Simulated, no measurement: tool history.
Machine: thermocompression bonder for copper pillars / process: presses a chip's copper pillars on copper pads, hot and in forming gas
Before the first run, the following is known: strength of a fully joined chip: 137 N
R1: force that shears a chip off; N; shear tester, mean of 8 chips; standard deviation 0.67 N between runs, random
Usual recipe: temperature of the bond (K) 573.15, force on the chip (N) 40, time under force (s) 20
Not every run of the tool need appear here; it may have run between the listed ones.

{"run": 1, "hour": 0.0, "temperature of the bond (K)": 573.15, "force on the chip (N)": 40, "time under force (s)": 20, "R1": 75.5}
{"run": 2, "hour": 10.8, "temperature of the bond (K)": 573.15, "force on the chip (N)": 46, "time under force (s)": 20, "R1": 80.0}
{"run": 3, "hour": 19.1, "temperature of the bond (K)": 573.15, "force on the chip (N)": 46, "time under force (s)": 20, "R1": 80.6}
{"run": 4, "hour": 25.6, "temperature of the bond (K)": 573.15, "force on the chip (N)": 46, "time under force (s)": 20, "R1": 80.0}
{"run": 5, "hour": 30.4, "temperature of the bond (K)": 573.15, "force on the chip (N)": 40, "time under force (s)": 20, "R1": 75.9}
{"run": 6, "hour": 41.1, "temperature of the bond (K)": 573.15, "force on the chip (N)": 40, "time under force (s)": 26, "R1": 81.0}
{"run": 7, "hour": 50.9, "temperature of the bond (K)": 573.15, "force on the chip (N)": 40, "time under force (s)": 26, "R1": 81.2}
{"run": 8, "hour": 58.8, "temperature of the bond (K)": 570.15, "force on the chip (N)": 40, "time under force (s)": 26, "R1": 79.0}
{"run": 9, "hour": 64.8, "temperature of the bond (K)": 573.15, "force on the chip (N)": 40, "time under force (s)": 20, "R1": 75.2}
{"run": 10, "hour": 75.9, "temperature of the bond (K)": 573.15, "force on the chip (N)": 40, "time under force (s)": 20, "R1": 73.6}
{"run": 11, "hour": 84.4, "temperature of the bond (K)": 573.15, "force on the chip (N)": 40, "time under force (s)": 20, "R1": 75.0}
{"run": 12, "hour": 92.3, "temperature of the bond (K)": 573.15, "force on the chip (N)": 40, "time under force (s)": 20, "R1": 74.4}
{"run": 13, "hour": 99.5, "temperature of the bond (K)": 573.15, "force on the chip (N)": 40, "time under force (s)": 15, "R1": 66.7}
{"run": 14, "hour": 105.3, "temperature of the bond (K)": 592.15, "force on the chip (N)": 40, "time under force (s)": 20, "R1": 85.1}
{"run": 15, "hour": 113.4, "temperature of the bond (K)": 573.15, "force on the chip (N)": 40, "time under force (s)": 20, "R1": 75.7}
{"hour": 117.7, "done": "forming gas filter changed"}
{"run": 16, "hour": 123.2, "temperature of the bond (K)": 573.15, "force on the chip (N)": 40, "time under force (s)": 20, "R1": 80.7}
{"run": 17, "hour": 128.3, "temperature of the bond (K)": 573.15, "force on the chip (N)": 40, "time under force (s)": 20, "R1": 81.0}
{"run": 18, "hour": 135.1, "temperature of the bond (K)": 573.15, "force on the chip (N)": 58, "time under force (s)": 20, "R1": 95.6}
{"run": 19, "hour": 145.9, "temperature of the bond (K)": 558.15, "force on the chip (N)": 26, "time under force (s)": 20, "R1": 56.4}
{"run": 20, "hour": 151.1, "temperature of the bond (K)": 547.15, "force on the chip (N)": 57, "time under force (s)": 20, "R1": 77.3}
{"run": 21, "hour": 156.5, "temperature of the bond (K)": 580.15, "force on the chip (N)": 25, "time under force (s)": 11, "R1": 54.6}
{"run": 22, "hour": 161.5, "temperature of the bond (K)": 573.15, "force on the chip (N)": 25, "time under force (s)": 18, "R1": 61.3}
{"run": 23, "hour": 169.6, "temperature of the bond (K)": 573.15, "force on the chip (N)": 25, "time under force (s)": 18, "R1": 61.3}
{"run": 24, "hour": 176.4, "temperature of the bond (K)": 573.15, "force on the chip (N)": 25, "time under force (s)": 18, "R1": 61.1}
{"run": 25, "hour": 183.5, "temperature of the bond (K)": 573.15, "force on the chip (N)": 25, "time under force (s)": 45, "R1": 81.7}
{"run": 26, "hour": 189.8, "temperature of the bond (K)": 573.15, "force on the chip (N)": 25, "time under force (s)": 45, "R1": 83.5}
{"run": 27, "hour": 198.2, "temperature of the bond (K)": 573.15, "force on the chip (N)": 25, "time under force (s)": 45, "R1": 82.3}
{"run": 28, "hour": 204.2, "temperature of the bond (K)": 560.15, "force on the chip (N)": 29, "time under force (s)": 18, "R1": 59.2}
{"run": 29, "hour": 209.5, "temperature of the bond (K)": 578.15, "force on the chip (N)": 34, "time under force (s)": 39, "R1": 92.8}
{"run": 30, "hour": 220.4, "temperature of the bond (K)": 582.15, "force on the chip (N)": 34, "time under force (s)": 13, "R1": 68.4}
{"run": 31, "hour": 225.2, "temperature of the bond (K)": 599.15, "force on the chip (N)": 27, "time under force (s)": 15, "R1": 73.8}
{"run": 32, "hour": 233.7, "temperature of the bond (K)": 599.15, "force on the chip (N)": 27, "time under force (s)": 12, "R1": 67.6}
{"run": 33, "hour": 239.3, "temperature of the bond (K)": 599.15, "force on the chip (N)": 34, "time under force (s)": 24, "R1": 93.3}
{"run": 34, "hour": 248.2, "temperature of the bond (K)": 591.15, "force on the chip (N)": 28, "time under force (s)": 20, "R1": 77.0}
{"run": 35, "hour": 254.7, "temperature of the bond (K)": 585.15, "force on the chip (N)": 49, "time under force (s)": 16, "R1": 89.5}

Branching from run 35: 5 alternative next runs. What would each branch give?
{"run": "A", "hour": 261.7, "temperature of the bond (K)": 573.15, "force on the chip (N)": 49, "time under force (s)": 16, "R1": "?"}
{"run": "B", "hour": 261.7, "temperature of the bond (K)": 585.15, "force on the chip (N)": 49, "time under force (s)": 25, "R1": "?"}
{"run": "C", "hour": 261.7, "temperature of the bond (K)": 573.15, "force on the chip (N)": 58, "time under force (s)": 29, "R1": "?"}
{"run": "D", "hour": 261.7, "temperature of the bond (K)": 602.15, "force on the chip (N)": 44, "time under force (s)": 18, "R1": "?"}
{"run": "E", "hour": 261.7, "temperature of the bond (K)": 585.15, "force on the chip (N)": 30, "time under force (s)": 16, "R1": "?"}

run=A R1=83.3
run=B R1=99.9
run=C R1=101.3
run=D R1=97.7
run=E R1=69.3
Had the tool no hidden state, the same runs would have come out as:
run=A R1=79.8
run=B R1=97.6
run=C R1=99.0
run=D R1=95.5
run=E R1=66.0

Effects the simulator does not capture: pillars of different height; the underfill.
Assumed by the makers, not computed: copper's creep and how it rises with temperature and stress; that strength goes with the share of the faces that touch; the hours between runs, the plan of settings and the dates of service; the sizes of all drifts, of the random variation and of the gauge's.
